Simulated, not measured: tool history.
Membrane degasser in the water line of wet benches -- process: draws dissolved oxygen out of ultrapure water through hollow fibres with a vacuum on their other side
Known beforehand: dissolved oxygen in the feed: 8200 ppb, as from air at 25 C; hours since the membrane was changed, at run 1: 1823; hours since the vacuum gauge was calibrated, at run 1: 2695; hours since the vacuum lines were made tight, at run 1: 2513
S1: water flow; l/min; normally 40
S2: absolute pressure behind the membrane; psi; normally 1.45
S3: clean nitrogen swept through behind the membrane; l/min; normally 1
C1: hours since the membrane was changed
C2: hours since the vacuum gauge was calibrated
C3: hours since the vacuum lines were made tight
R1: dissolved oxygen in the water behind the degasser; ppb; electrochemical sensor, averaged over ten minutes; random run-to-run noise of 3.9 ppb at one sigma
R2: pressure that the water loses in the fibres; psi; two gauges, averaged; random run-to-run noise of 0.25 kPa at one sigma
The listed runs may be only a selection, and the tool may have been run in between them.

Run 1, hour 0: usual settings; C1 1823; C2 2695; C3 2513. Result: R1 546 ppb, R2 9.583 psi.
Run 2, hour 82: usual settings; C1 1905; C2 2777; C3 2595. Result: R1 549 ppb, R2 9.681 psi.
Run 3, hour 142.7: usual settings but S3 0.75 l/min; C1 1966; C2 2837; C3 2656. Result: R1 669.6 ppb, R2 9.649 psi.
Run 4, hour 246.4: usual settings but S2 1.38 psi; C1 2069; C2 2941; C3 2760. Result: R1 515.9 ppb, R2 9.662 psi.
Run 5, hour 306.6: usual settings but S2 1.38 psi; C1 2130; C2 3001; C3 2820. Result: R1 518.6 ppb, R2 9.581 psi.
Run 6, hour 412.6: usual settings but S2 2.76 psi; C1 2236; C2 3107; C3 2926. Result: R1 1173 ppb, R2 9.696 psi.
Run 7, hour 516.4: usual settings but S2 2.76 psi; C1 2339; C2 3211; C3 3030. Result: R1 1146 ppb, R2 9.712 psi.
Run 8, hour 584: usual settings but S1 35 l/min, S2 2.76 psi; C1 2407; C2 3279; C3 3097. Result: R1 1029.6 ppb, R2 8.475 psi.
Run 9, hour 688.8: usual settings but S1 50 l/min, S2 2.76 psi; C1 2512; C2 3383; C3 3202. Result: R1 1352.6 ppb, R2 12.114 psi.
Run 10, hour 764.4: usual settings but S1 50 l/min, S2 2.76 psi; C1 2587; C2 3459; C3 3278. Result: R1 1365.9 ppb, R2 12.076 psi.
Run 11, hour 858.8: usual settings but S1 38 l/min; C1 2682; C2 3553; C3 3372. Result: R1 529.3 ppb, R2 9.211 psi.
Run 12, hour 954.3: usual settings but S1 38 l/min; C1 2777; C2 3649; C3 3468. Result: R1 531 ppb, R2 9.198 psi.
Run 13, hour 1056.1: usual settings; C1 2879; C2 3751; C3 3569. Result: R1 558.3 ppb, R2 9.649 psi.
Run 14, hour 1180.2: usual settings but S1 64 l/min, S2 1.28 psi, S3 0.46 l/min; C1 3003; C2 3875; C3 3694. Result: R1 1094.4 ppb, R2 15.474 psi.
Run 15, hour 1274.4: usual settings but S1 49 l/min, S3 1.21 l/min; C1 3097; C2 3969; C3 3788. Result: R1 574.5 ppb, R2 11.854 psi.
Run 16, hour 1336.3: usual settings but S1 49 l/min, S3 1.21 l/min; C1 3159; C2 4031; C3 3850. Result: R1 574.5 ppb, R2 11.838 psi.
Run 17, hour 1393.7: usual settings but S1 37 l/min, S3 1.13 l/min; C1 3217; C2 4088; C3 3907. Result: R1 469.8 ppb, R2 8.978 psi.
At hour 1436: vacuum gauge calibrated.
Run 18, hour 1489.6: usual settings but S1 35 l/min, S2 1 psi, S3 0.94 l/min; C1 3312; C2 54; C3 4002. Result: R1 292.5 ppb, R2 8.502 psi.
Run 19, hour 1548.5: usual settings but S1 42 l/min, S2 1.22 psi, S3 1.53 l/min; C1 3371; C2 113; C3 4061. Result: R1 331.6 ppb, R2 10.238 psi.
Run 20, hour 1652.1: usual settings but S1 42 l/min, S2 1.22 psi, S3 1.53 l/min; C1 3475; C2 216; C3 4165. Result: R1 331.7 ppb, R2 10.305 psi.
Run 21, hour 1727.6: usual settings but S1 31 l/min, S3 0.55 l/min; C1 3550; C2 292; C3 4240. Result: R1 683.2 ppb, R2 7.587 psi.
Run 22, hour 1846.4: usual settings but S1 35 l/min, S2 0.97 psi; C1 3669; C2 410; C3 4359. Result: R1 266.1 ppb, R2 8.572 psi.
Run 23, hour 1918.6: usual settings but S1 43 l/min, S2 3.02 psi, S3 1.87 l/min; C1 3741; C2 483; C3 4432. Result: R1 847.9 ppb, R2 10.456 psi.
Run 24, hour 2003: usual settings but S1 43 l/min, S2 2.05 psi, S3 1.55 l/min; C1 3825; C2 567; C3 4516. Result: R1 638.5 ppb, R2 10.453 psi.
Run 25, hour 2127.3: usual settings but S1 43 l/min, S2 2.05 psi, S3 1.55 l/min; C1 3950; C2 691; C3 4640. Result: R1 650.4 ppb, R2 10.546 psi.

Pick out some run-to-run changes in R1. Of each, how much would a tool without hidden state show as well, from the settings, what came in and chance, and how much is left for the hidden state and any gauge scatter not in both results compared?
Hidden conditions of the tool in this case: membrane still open, %; true pressure behind the membrane over the reading, kPa; air that leaks in behind the membrane, l/min; drift of the gauge itself on oxygen_ppb, %; drift of the gauge itself on loss_of_pressure_kpa, %.
Run 5 -> 6: S2 1.38 -> 2.76. R1 +654.4 ppb: hidden state -0.3, all else +654.7.
Run 10 -> 11: S1 50 -> 38, S2 2.76 -> 1.45. R1 -836.6 ppb: hidden state -0.5, all else -836.1.
Run 13 -> 14: S1 40 -> 64, S2 1.45 -> 1.28, S3 1 -> 0.46. R1 +536.1 ppb: hidden state +15.5, all else +520.6.
Run 14 -> 15: S1 64 -> 49, S2 1.28 -> 1.45, S3 0.46 -> 1.21. R1 -519.9 ppb: hidden state -13.6, all else -506.3.

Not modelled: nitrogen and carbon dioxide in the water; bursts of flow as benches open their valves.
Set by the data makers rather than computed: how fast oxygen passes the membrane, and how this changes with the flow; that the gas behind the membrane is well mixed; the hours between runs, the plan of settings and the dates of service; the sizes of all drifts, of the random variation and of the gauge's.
